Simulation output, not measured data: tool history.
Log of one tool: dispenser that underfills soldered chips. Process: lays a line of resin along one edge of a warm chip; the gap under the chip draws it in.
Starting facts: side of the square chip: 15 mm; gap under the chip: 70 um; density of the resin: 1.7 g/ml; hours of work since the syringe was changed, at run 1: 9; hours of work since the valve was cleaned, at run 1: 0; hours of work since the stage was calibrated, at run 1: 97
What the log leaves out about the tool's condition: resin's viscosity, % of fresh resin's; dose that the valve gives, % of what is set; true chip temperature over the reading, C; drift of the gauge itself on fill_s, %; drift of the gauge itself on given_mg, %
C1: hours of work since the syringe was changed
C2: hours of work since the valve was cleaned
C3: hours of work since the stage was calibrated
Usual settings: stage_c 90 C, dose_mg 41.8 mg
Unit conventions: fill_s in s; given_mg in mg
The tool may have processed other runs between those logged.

{"run": 1, "hour": 0.0, "stage_c": 90, "dose_mg": 41.8, "C1": 9, "C2": 0, "C3": 97, "fill_s": 429.6, "given_mg": 41.48}
{"hour": 2.0, "done": "new syringe of resin"}
{"run": 2, "hour": 6.6, "stage_c": 90, "dose_mg": 35.8, "C1": 3, "C2": 4, "C3": 101, "fill_s": 284.5, "given_mg": 35.75}
{"run": 3, "hour": 9.5, "stage_c": 90, "dose_mg": 35.8, "C1": 5, "C2": 6, "C3": 103, "fill_s": 329.1, "given_mg": 35.44}
{"hour": 16.7, "done": "new syringe of resin"}
{"run": 4, "hour": 16.7, "stage_c": 90, "dose_mg": 35.8, "C1": 0, "C2": 11, "C3": 108, "fill_s": 228, "given_mg": 35.55}
{"run": 5, "hour": 22.4, "stage_c": 90, "dose_mg": 35.8, "C1": 4, "C2": 15, "C3": 112, "fill_s": 312.7, "given_mg": 35.18}
{"run": 6, "hour": 28.2, "stage_c": 90, "dose_mg": 41.8, "C1": 8, "C2": 19, "C3": 116, "fill_s": 401.1, "given_mg": 41.07}
{"hour": 31.3, "done": "new syringe of resin"}
{"run": 7, "hour": 31.6, "stage_c": 90, "dose_mg": 41.8, "C1": 0, "C2": 21, "C3": 118, "fill_s": 220, "given_mg": 40.85}
{"run": 8, "hour": 34.6, "stage_c": 86, "dose_mg": 52.7, "C1": 2, "C2": 23, "C3": 120, "fill_s": 305.7, "given_mg": 51.66}
{"run": 9, "hour": 39.8, "stage_c": 102, "dose_mg": 39, "C1": 6, "C2": 26, "C3": 124, "fill_s": 198.8, "given_mg": 37.91}
{"hour": 45.9, "done": "new syringe of resin"}
{"run": 10, "hour": 45.9, "stage_c": 75, "dose_mg": 43.9, "C1": 0, "C2": 30, "C3": 128, "fill_s": 451.3, "given_mg": 42.48}
{"run": 11, "hour": 50.5, "stage_c": 75, "dose_mg": 43.9, "C1": 3, "C2": 34, "C3": 131, "fill_s": 571.4, "given_mg": 42.51}

Forecast each of these 4 alternatives for the next run:
{"run": "A", "hour": 55.7, "stage_c": 82, "dose_mg": 41.3, "C1": 7, "C2": 37, "C3": 134, "fill_s": "?", "given_mg": "?"}
{"run": "B", "hour": 55.7, "stage_c": 95, "dose_mg": 36.2, "C1": 7, "C2": 37, "C3": 134, "fill_s": "?", "given_mg": "?"}
{"run": "C", "hour": 55.7, "stage_c": 90, "dose_mg": 51.6, "C1": 7, "C2": 37, "C3": 134, "fill_s": "?", "given_mg": "?"}
{"run": "D", "hour": 55.7, "stage_c": 80, "dose_mg": 51.5, "C1": 7, "C2": 37, "C3": 134, "fill_s": "?", "given_mg": "?"}

run=A fill_s=540 given_mg=40.19
run=B fill_s=303.7 given_mg=34.66
run=C fill_s=364.2 given_mg=49.91
run=D fill_s=578.3 given_mg=49.59
Without the tool's unlogged condition, the same runs would have read:
run=A fill_s=327 given_mg=41.65
run=B fill_s=182.6 given_mg=35.93
run=C fill_s=221 given_mg=51.73
run=D fill_s=351.7 given_mg=51.4
